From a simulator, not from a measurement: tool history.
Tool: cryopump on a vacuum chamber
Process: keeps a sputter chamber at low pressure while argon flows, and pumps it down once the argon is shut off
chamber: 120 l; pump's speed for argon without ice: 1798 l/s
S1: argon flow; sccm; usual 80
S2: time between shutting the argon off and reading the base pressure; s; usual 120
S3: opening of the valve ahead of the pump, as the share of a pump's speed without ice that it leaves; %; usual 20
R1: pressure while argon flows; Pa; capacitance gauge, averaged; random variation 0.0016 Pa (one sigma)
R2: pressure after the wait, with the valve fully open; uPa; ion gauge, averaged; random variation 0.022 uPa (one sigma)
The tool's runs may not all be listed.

{"run": 1, "hour": 0.0, "S1": 80, "S2": 120, "S3": 20, "R1": 0.3847, "R2": 0.77}
{"run": 2, "hour": 15.4, "S1": 80, "S2": 120, "S3": 20, "R1": 0.3815, "R2": 0.76}
{"run": 3, "hour": 27.0, "S1": 80, "S2": 120, "S3": 23, "R1": 0.3338, "R2": 0.76}
{"run": 4, "hour": 49.0, "S1": 80, "S2": 120, "S3": 23, "R1": 0.3357, "R2": 0.75}
{"run": 5, "hour": 76.0, "S1": 80, "S2": 120, "S3": 20, "R1": 0.3842, "R2": 0.74}
{"run": 6, "hour": 102.3, "S1": 80, "S2": 120, "S3": 20, "R1": 0.3839, "R2": 0.72}
{"run": 7, "hour": 120.2, "S1": 80, "S2": 104, "S3": 20, "R1": 0.3848, "R2": 0.82}
{"run": 8, "hour": 135.1, "S1": 80, "S2": 104, "S3": 20, "R1": 0.3848, "R2": 0.86}
{"run": 9, "hour": 160.7, "S1": 80, "S2": 104, "S3": 20, "R1": 0.3873, "R2": 0.8}
{"run": 10, "hour": 182.5, "S1": 80, "S2": 104, "S3": 17, "R1": 0.4547, "R2": 0.87}
{"run": 11, "hour": 198.6, "S1": 80, "S2": 104, "S3": 17, "R1": 0.453, "R2": 0.85}
{"run": 12, "hour": 224.3, "S1": 80, "S2": 104, "S3": 17, "R1": 0.4548, "R2": 0.83}
{"run": 13, "hour": 239.1, "S1": 80, "S2": 104, "S3": 17, "R1": 0.4538, "R2": 0.83}
{"run": 14, "hour": 256.1, "S1": 80, "S2": 104, "S3": 26, "R1": 0.3005, "R2": 0.85}
{"run": 15, "hour": 281.5, "S1": 80, "S2": 104, "S3": 26, "R1": 0.3005, "R2": 0.83}
{"run": 16, "hour": 297.1, "S1": 80, "S2": 120, "S3": 41, "R1": 0.1938, "R2": 0.8}
{"run": 17, "hour": 320.7, "S1": 80, "S2": 120, "S3": 41, "R1": 0.1955, "R2": 0.74}
{"run": 18, "hour": 338.2, "S1": 80, "S2": 120, "S3": 16, "R1": 0.4844, "R2": 0.79}
{"run": 19, "hour": 361.8, "S1": 80, "S2": 120, "S3": 16, "R1": 0.4798, "R2": 0.8}
{"run": 20, "hour": 383.1, "S1": 80, "S2": 120, "S3": 49, "R1": 0.1652, "R2": 0.82}
{"run": 21, "hour": 408.9, "S1": 80, "S2": 120, "S3": 49, "R1": 0.166, "R2": 0.81}
{"run": 22, "hour": 423.6, "S1": 80, "S2": 120, "S3": 49, "R1": 0.1673, "R2": 0.77}
{"run": 23, "hour": 448.1, "S1": 80, "S2": 120, "S3": 49, "R1": 0.1668, "R2": 0.82}
{"run": 24, "hour": 461.5, "S1": 80, "S2": 120, "S3": 55, "R1": 0.1508, "R2": 0.79}
{"run": 25, "hour": 480.8, "S1": 58, "S2": 120, "S3": 27, "R1": 0.2114, "R2": 0.81}
{"run": 26, "hour": 505.6, "S1": 58, "S2": 120, "S3": 27, "R1": 0.2126, "R2": 0.78}
{"run": 27, "hour": 523.8, "S1": 80, "S2": 93, "S3": 49, "R1": 0.1674, "R2": 0.93}
{"run": 28, "hour": 547.6, "S1": 47, "S2": 45, "S3": 47, "R1": 0.1027, "R2": 1.6}
{"run": 29, "hour": 571.9, "S1": 47, "S2": 23, "S3": 47, "R1": 0.1033, "R2": 2.75}
{"run": 30, "hour": 595.5, "S1": 89, "S2": 193, "S3": 21, "R1": 0.4162, "R2": 0.67}
{"run": 31, "hour": 609.6, "S1": 80, "S2": 36, "S3": 23, "R1": 0.3431, "R2": 1.89}
{"run": 32, "hour": 633.8, "S1": 80, "S2": 27, "S3": 18, "R1": 0.4336, "R2": 2.48}

Forecast each of these 4 alternatives for the next run:
{"run": "A", "hour": 651.1, "S1": 77, "S2": 120, "S3": 38, "R1": "?", "R2": "?"}
{"run": "B", "hour": 651.1, "S1": 137, "S2": 38, "S3": 36, "R1": "?", "R2": "?"}
{"run": "C", "hour": 651.1, "S1": 65, "S2": 22, "S3": 18, "R1": "?", "R2": "?"}
{"run": "D", "hour": 651.1, "S1": 50, "S2": 29, "S3": 18, "R1": "?", "R2": "?"}

run=A R1=0.2066 R2=0.83
run=B R1=0.3853 R2=1.76
run=C R1=0.3523 R2=2.83
run=D R1=0.2712 R2=2.25
Without the tool's hidden state the same runs would have given:
run=A R1=0.1909 R2=0.63
run=B R1=0.3572 R2=1.57
run=C R1=0.3390 R2=2.64
run=D R1=0.2610 R2=2.05
